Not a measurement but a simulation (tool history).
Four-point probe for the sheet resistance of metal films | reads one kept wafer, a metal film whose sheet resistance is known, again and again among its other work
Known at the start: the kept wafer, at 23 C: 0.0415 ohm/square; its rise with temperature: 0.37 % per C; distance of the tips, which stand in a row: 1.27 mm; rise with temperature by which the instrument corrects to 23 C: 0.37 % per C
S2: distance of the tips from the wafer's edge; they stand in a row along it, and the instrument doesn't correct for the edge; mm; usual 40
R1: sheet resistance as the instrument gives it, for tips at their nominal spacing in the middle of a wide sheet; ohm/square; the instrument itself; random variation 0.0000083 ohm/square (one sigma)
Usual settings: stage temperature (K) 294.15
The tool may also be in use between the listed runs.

run 1 hour=0 | stage_temperature_(K)=294.15 S2=40 | R1=0.041707
run 2 hour=12.6 | stage_temperature_(K)=294.15 S2=40 | R1=0.041714
run 3 hour=27.6 | stage_temperature_(K)=294.15 S2=40 | R1=0.041713
run 4 hour=42.9 | stage_temperature_(K)=294.15 S2=40 | R1=0.041711
run 5 hour=52 | stage_temperature_(K)=294.15 S2=40 | R1=0.041729
run 6 hour=60.6 | stage_temperature_(K)=294.15 S2=40 | R1=0.041702
run 7 hour=70 | stage_temperature_(K)=294.15 S2=40 | R1=0.041708
run 8 hour=86.5 | stage_temperature_(K)=294.15 S2=40 | R1=0.04172
run 9 hour=96.2 | stage_temperature_(K)=294.15 S2=40 | R1=0.041714
run 10 hour=104.7 | stage_temperature_(K)=294.15 S2=40 | R1=0.041714
run 11 hour=114.6 | stage_temperature_(K)=294.15 S2=40 | R1=0.041717
run 12 hour=121.7 | stage_temperature_(K)=294.15 S2=40 | R1=0.041715
run 13 hour=129 | stage_temperature_(K)=294.15 S2=40 | R1=0.041709
run 14 hour=146 | stage_temperature_(K)=295.15 S2=40 | R1=0.041702
run 15 hour=159 | stage_temperature_(K)=295.15 S2=40 | R1=0.041696
run 16 hour=168.4 | stage_temperature_(K)=295.15 S2=40 | R1=0.041697
run 17 hour=178.3 | stage_temperature_(K)=294.15 S2=61 | R1=0.041704
run 18 hour=187.8 | stage_temperature_(K)=294.15 S2=61 | R1=0.041713
run 19 hour=201.4 | stage_temperature_(K)=294.15 S2=61 | R1=0.041703
run 20 hour=217.8 | stage_temperature_(K)=294.15 S2=40 | R1=0.041719
run 21 hour=231.9 | stage_temperature_(K)=294.15 S2=22 | R1=0.041759
run 22 hour=247 | stage_temperature_(K)=294.15 S2=22 | R1=0.041755
run 23 hour=263.9 | stage_temperature_(K)=294.15 S2=22 | R1=0.041761
run 24 hour=279.6 | stage_temperature_(K)=299.15 S2=36 | R1=0.041704
run 25 hour=290.4 | stage_temperature_(K)=308.15 S2=6 | R1=0.042622
run 26 hour=307.4 | stage_temperature_(K)=301.15 S2=8 | R1=0.042227
run 27 hour=316.2 | stage_temperature_(K)=301.15 S2=8 | R1=0.042217
run 28 hour=328.1 | stage_temperature_(K)=303.15 S2=6 | R1=0.042632
run 29 hour=338.2 | stage_temperature_(K)=303.15 S2=6 | R1=0.042644
run 30 hour=347.9 | stage_temperature_(K)=298.15 S2=4 | R1=0.043815
run 31 hour=364.3 | stage_temperature_(K)=299.15 S2=7 | R1=0.042392
run 32 hour=377 | stage_temperature_(K)=307.15 S2=6 | R1=0.042635
run 33 hour=389.9 | stage_temperature_(K)=293.15 S2=10 | R1=0.042042
run 34 hour=400.2 | stage_temperature_(K)=292.15 S2=18 | R1=0.041804
run 35 hour=409.4 | stage_temperature_(K)=292.15 S2=18 | R1=0.041818
run 36 hour=419.3 | stage_temperature_(K)=292.15 S2=5 | R1=0.043098
run 37 hour=430.5 | stage_temperature_(K)=292.15 S2=7 | R1=0.04243
run 38 hour=443.9 | stage_temperature_(K)=295.15 S2=6 | R1=0.042672
run 39 hour=451.8 | stage_temperature_(K)=292.15 S2=14 | R1=0.041883
run 40 hour=464.1 | stage_temperature_(K)=302.15 S2=59 | R1=0.041672
run 41 hour=479.8 | stage_temperature_(K)=292.15 S2=67 | R1=0.041705
run 42 hour=487.8 | stage_temperature_(K)=306.15 S2=33 | R1=0.041682
run 43 hour=496.8 | stage_temperature_(K)=291.15 S2=27 | R1=0.041741
run 44 hour=511.9 | stage_temperature_(K)=291.15 S2=27 | R1=0.04175
run 45 hour=521.6 | stage_temperature_(K)=292.15 S2=27 | R1=0.041718

3 ways to go on from here, each from the tool as it stands after run 45. What would each give?
run A hour=529.6 | stage_temperature_(K)=295.15 S2=48 | R1=?
run B hour=529.6 | stage_temperature_(K)=292.15 S2=39 | R1=?
run C hour=529.6 | stage_temperature_(K)=306.15 S2=23 | R1=?

run=A R1=0.041701
run=B R1=0.041722
run=C R1=0.041699
Without the tool's hidden state the same runs would have given:
run=A R1=0.041524
run=B R1=0.041544
run=C R1=0.041523
